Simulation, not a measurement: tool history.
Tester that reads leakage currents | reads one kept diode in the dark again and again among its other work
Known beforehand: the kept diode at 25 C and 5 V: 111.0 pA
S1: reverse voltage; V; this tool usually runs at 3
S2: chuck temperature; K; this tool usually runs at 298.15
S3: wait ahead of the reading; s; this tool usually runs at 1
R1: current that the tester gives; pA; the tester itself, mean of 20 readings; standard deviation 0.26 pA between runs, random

run 1 hour=0 | S1=3 S2=298.15 S3=1 | R1=84.61
run 2 hour=140.3 | S1=3 S2=298.15 S3=1 | R1=84.75
run 3 hour=215.8 | S1=3 S2=298.15 S3=1 | R1=84.25
run 4 hour=274.7 | S1=3 S2=298.15 S3=1 | R1=84.37
run 5 hour=388.7 | S1=3 S2=298.15 S3=1 | R1=84.86
run 6 hour=504.1 | S1=3 S2=298.15 S3=1 | R1=84.5
run 7 hour=593.7 | S1=2.78 S2=298.15 S3=1 | R1=81.12
-- hour=616.7 probe card cleaned and baked
run 8 hour=708.6 | S1=6.82 S2=298.15 S3=0.45 | R1=137.92
run 9 hour=831.5 | S1=6.82 S2=298.15 S3=0.45 | R1=137
run 10 hour=910.7 | S1=9.34 S2=309.15 S3=8.09 | R1=434.44
run 11 hour=1036.3 | S1=9.34 S2=309.15 S3=8.09 | R1=432.85
run 12 hour=1114.4 | S1=9.34 S2=309.15 S3=8.09 | R1=433.68
run 13 hour=1224.8 | S1=4.15 S2=329.15 S3=2.47 | R1=1439.69

Branching from run 13: 4 alternative next runs. What would each branch give?
run A hour=1321.4 | S1=1.58 S2=305.15 S3=2.73 | R1=?
run B hour=1321.4 | S1=10.04 S2=315.15 S3=0.51 | R1=?
run C hour=1321.4 | S1=9.63 S2=329.15 S3=2.25 | R1=?
run D hour=1321.4 | S1=4.15 S2=306.15 S3=2.47 | R1=?

run=A R1=111.19
run=B R1=766.61
run=C R1=2316.61
run=D R1=210.25
What these runs would have given with no unlogged condition in the tool:
run=A R1=111.13
run=B R1=766.23
run=C R1=2315.64
run=D R1=210.13

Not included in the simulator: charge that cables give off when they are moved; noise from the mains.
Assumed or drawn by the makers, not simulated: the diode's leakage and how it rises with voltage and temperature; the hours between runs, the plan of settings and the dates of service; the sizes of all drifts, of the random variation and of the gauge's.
